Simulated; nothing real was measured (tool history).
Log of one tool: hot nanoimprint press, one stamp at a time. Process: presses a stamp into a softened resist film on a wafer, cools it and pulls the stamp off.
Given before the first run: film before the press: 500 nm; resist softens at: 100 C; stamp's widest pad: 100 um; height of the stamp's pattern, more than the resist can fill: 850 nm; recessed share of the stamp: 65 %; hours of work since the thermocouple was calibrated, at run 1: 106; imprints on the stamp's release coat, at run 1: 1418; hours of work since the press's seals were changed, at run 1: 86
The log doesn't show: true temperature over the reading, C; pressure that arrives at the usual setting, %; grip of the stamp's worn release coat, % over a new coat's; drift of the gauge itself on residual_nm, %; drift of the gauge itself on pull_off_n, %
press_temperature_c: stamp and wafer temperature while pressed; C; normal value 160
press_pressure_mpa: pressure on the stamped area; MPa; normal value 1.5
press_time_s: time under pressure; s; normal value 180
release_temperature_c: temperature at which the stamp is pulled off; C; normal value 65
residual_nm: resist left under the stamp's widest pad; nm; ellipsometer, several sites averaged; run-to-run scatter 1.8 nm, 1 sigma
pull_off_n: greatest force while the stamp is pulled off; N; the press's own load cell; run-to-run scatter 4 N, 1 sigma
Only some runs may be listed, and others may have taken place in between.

| run | day | press_temperature_c | press_pressure_mpa | press_time_s | release_temperature_c | hours of work since the thermocouple was calibrated | imprints on the stamp's release coat | hours of work since the press's seals were changed | residual_nm | pull_off_n |
|---|---|---|---|---|---|---|---|---|---|---|
| 1 | 0 | 160 | 1.5 | 180 | 65 | 106 | 1418 | 86 | 280.1 | 252 |
| 2 | 0.929 | 160 | 1.5 | 281 | 65 | 122 | 1495 | 102 | 246.2 | 265 |
| 3 | 1.821 | 154 | 1.5 | 180 | 65 | 138 | 1569 | 118 | 326.6 | 269 |
| 4 | 2.762 | 154 | 1.5 | 180 | 65 | 155 | 1646 | 135 | 321.7 | 254 |
|  | 3.133 | stamp cleaned and given a new release coat |
| 5 | 3.5 | 154 | 1.5 | 180 | 65 | 164 | 30 | 144 | 326.8 | 187 |
| 6 | 4.121 | 154 | 1.5 | 180 | 65 | 175 | 81 | 155 | 324 | 188 |
| 7 | 4.829 | 149 | 0.91 | 142 | 60 | 188 | 140 | 168 | 440.7 | 221 |
| 8 | 5.25 | 149 | 0.91 | 142 | 60 | 195 | 174 | 175 | 438 | 229 |
| 9 | 6.092 | 157 | 1.24 | 142 | 62 | 210 | 244 | 190 | 349.6 | 209 |
| 10 | 6.646 | 172 | 1.24 | 134 | 71 | 220 | 290 | 200 | 252 | 163 |

Subtracting, for every run, the result it would have given without the tool's unlogged condition from the measured result gives the following. The same run-to-run variation enters both numbers; the gauge's scatter may not:
| run | residual_nm | pull_off_n |
|---|---|---|
| 1 | -4.5 | +58 |
| 2 | -4.7 | +63 |
| 3 | -5.9 | +67 |
| 4 | -6.3 | +65 |
| 5 | -6.7 | -4 |
| 6 | -6.9 | -1 |
| 7 | -5 | +1 |
| 8 | -5.2 | +3 |
| 9 | -7.5 | +5 |
| 10 | -5.6 | +4 |

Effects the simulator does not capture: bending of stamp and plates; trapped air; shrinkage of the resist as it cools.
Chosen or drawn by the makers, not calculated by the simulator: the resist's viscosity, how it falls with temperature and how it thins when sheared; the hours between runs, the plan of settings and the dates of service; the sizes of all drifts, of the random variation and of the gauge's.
